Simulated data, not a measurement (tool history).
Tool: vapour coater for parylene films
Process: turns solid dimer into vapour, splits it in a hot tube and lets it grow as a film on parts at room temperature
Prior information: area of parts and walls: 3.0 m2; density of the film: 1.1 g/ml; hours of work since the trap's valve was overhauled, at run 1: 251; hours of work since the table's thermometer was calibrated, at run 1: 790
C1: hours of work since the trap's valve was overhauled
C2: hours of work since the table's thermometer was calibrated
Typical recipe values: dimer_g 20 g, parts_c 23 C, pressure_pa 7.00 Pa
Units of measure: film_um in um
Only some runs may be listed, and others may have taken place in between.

run 1 hour=0.0 | dimer_g=20 parts_c=23 pressure_pa=7.00 | C1=251 C2=790 | film_um=2.51
run 2 hour=25.7 | dimer_g=20 parts_c=23 pressure_pa=7.00 | C1=268 C2=806 | film_um=2.51
run 3 hour=73.9 | dimer_g=20 parts_c=28 pressure_pa=7.00 | C1=299 C2=838 | film_um=2.25
run 4 hour=104.9 | dimer_g=20 parts_c=28 pressure_pa=7.00 | C1=319 C2=858 | film_um=2.24
run 5 hour=140.7 | dimer_g=20 parts_c=23 pressure_pa=7.00 | C1=342 C2=881 | film_um=2.44
run 6 hour=195.9 | dimer_g=20 parts_c=23 pressure_pa=7.00 | C1=378 C2=917 | film_um=2.39
run 7 hour=250.2 | dimer_g=20 parts_c=17 pressure_pa=7.00 | C1=413 C2=952 | film_um=2.66
-- hour=288.3 trap's valve overhauled
run 8 hour=310.4 | dimer_g=9 parts_c=17 pressure_pa=5.45 | C1=14 C2=988 | film_um=1.16
run 9 hour=345.4 | dimer_g=20 parts_c=16 pressure_pa=7.00 | C1=37 C2=1011 | film_um=2.48
run 10 hour=379.1 | dimer_g=32 parts_c=17 pressure_pa=3.97 | C1=59 C2=1033 | film_um=4.33
run 11 hour=438.7 | dimer_g=32 parts_c=17 pressure_pa=3.97 | C1=97 C2=1071 | film_um=4.36
-- hour=457.7 trap's valve overhauled, once more
run 12 hour=486.6 | dimer_g=32 parts_c=17 pressure_pa=3.97 | C1=19 C2=1100 | film_um=5.56
run 13 hour=535.1 | dimer_g=24 parts_c=24 pressure_pa=2.85 | C1=50 C2=1131 | film_um=3.88

Measured less the same run without the tool's hidden state. The same run-to-run variation is in both; the gauge's scatter may not be:
Hidden conditions of the tool in this case: vapour lost through the trap's worn valve, %; true temperature of the parts over the reading, C; drift of the gauge itself on film_um, %.
run=1 film_um=-0.25
run=2 film_um=-0.26
run=3 film_um=-0.26
run=4 film_um=-0.28
run=5 film_um=-0.33
run=6 film_um=-0.37
run=7 film_um=-0.45
run=8 film_um=-0.32
run=9 film_um=-0.71
run=10 film_um=-1.31
run=11 film_um=-1.39
run=12 film_um=-0.17
run=13 film_um=-0.17
